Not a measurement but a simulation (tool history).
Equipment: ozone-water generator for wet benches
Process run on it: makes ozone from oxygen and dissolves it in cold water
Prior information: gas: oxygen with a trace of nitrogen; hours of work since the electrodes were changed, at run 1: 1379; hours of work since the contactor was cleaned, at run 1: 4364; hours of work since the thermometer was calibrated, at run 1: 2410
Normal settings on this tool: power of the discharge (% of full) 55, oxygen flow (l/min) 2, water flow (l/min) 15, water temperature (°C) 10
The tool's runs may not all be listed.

run,hour,power of the discharge (% of full),oxygen flow (l/min),water flow (l/min),water temperature (°C),hours of work since the electrodes were changed,hours of work since the contactor was cleaned,hours of work since the thermometer was calibrated,dissolved ozone (ppm),ozone in the gas ahead of the water (g/m3)
1,0,55,2,15,10,1379,4364,2410,12.6,225.6
2,45.3,55,2,15,10,1412,4397,2443,12.7,225.4
3,75.7,55,2,15,16,1434,4419,2466,11.9,226
4,127.4,55,2,11,10,1472,4457,2504,17.3,226.2
5,187.6,55,2,11,10,1517,4502,2548,17.3,223.2
6,230.6,55,2,11,10,1548,4533,2580,17.2,223.5
7,290.5,55,2,11,10,1592,4577,2624,17.6,224.9
8,335.9,55,2,11,10,1626,4611,2657,17,223.7
9,362.5,55,2,15,10,1645,4630,2677,12.4,223.9
10,400.3,55,2,15,10,1673,4658,2704,12.7,227.1
11,437.8,55,2,15,10,1701,4685,2732,12.5,225
12,483.9,55,2,15,10,1734,4719,2766,12.5,224.4
13,545,55,2,16,10,1779,4764,2811,11.6,224.8
14,573.1,55,2,16,8,1800,4785,2832,11.8,224.4
15,614.7,55,2,16,8,1831,4816,2862,11.6,222.8
16,640.7,55,2,16,10,1850,4835,2881,11.8,225.4
17,699.3,55,2,16,10,1893,4878,2924,11.6,225.9
18,742.5,55,2,16,10,1925,4909,2956,11.4,224.3
19,782.1,55,2,16,10,1954,4939,2985,11.5,224.9
20,813.2,55,2,18,8,1977,4961,3008,10.3,223
21,857.8,55,2,18,8,2009,4994,3041,10.4,223.3
22,889.5,55,2,18,10,2033,5018,3064,10,223.5
23,936.3,89,2.1,18,10,2067,5052,3098,14,294.9
24,992.2,55,1.9,15,13,2108,5093,3140,12.2,228.4
25,1046.9,55,2,10,10,2148,5133,3180,18.4,222.7
26,1080,55,1.44,15,6,2173,5158,3204,11.6,266.4
27,1121.2,90,2,15,10,2203,5188,3234,17,307.5
28,1154.8,52,2,15,6,2228,5213,3259,12.3,214.6
29,1182.4,56,1.1,15,10,2248,5233,3279,11,314.9
30,1215.1,55,2,16,7,2272,5257,3303,12,223.5
31,1272,55,2,12,7,2314,5299,3345,16.2,222.3
32,1310.4,41,1.33,12,7,2342,5327,3373,12.1,230.9
33,1369.5,97,3.04,15,13,2385,5370,3417,18.4,252.5

Forecast each of these 4 alternatives for the next run:
A,1395.1,97,3.04,15,6,2404,5389,3436,?,?
B,1395.1,55,3.46,15,10,2404,5389,3436,?,?
C,1395.1,97,1.9,15,13,2404,5389,3436,?,?
D,1395.1,61,2,15,6,2404,5389,3436,?,?

run,dissolved ozone (ppm),ozone in the gas ahead of the water (g/m3)
A,19.6,255.4
B,13.4,163.5
C,17.1,329.6
D,13.3,236.3
Take away the tool's hidden state, keep each run's random variation, and the runs would have read:
run,dissolved ozone (ppm),ozone in the gas ahead of the water (g/m3)
A,22.4,268.1
B,15.1,169.1
C,19.5,346
D,15.1,245.1

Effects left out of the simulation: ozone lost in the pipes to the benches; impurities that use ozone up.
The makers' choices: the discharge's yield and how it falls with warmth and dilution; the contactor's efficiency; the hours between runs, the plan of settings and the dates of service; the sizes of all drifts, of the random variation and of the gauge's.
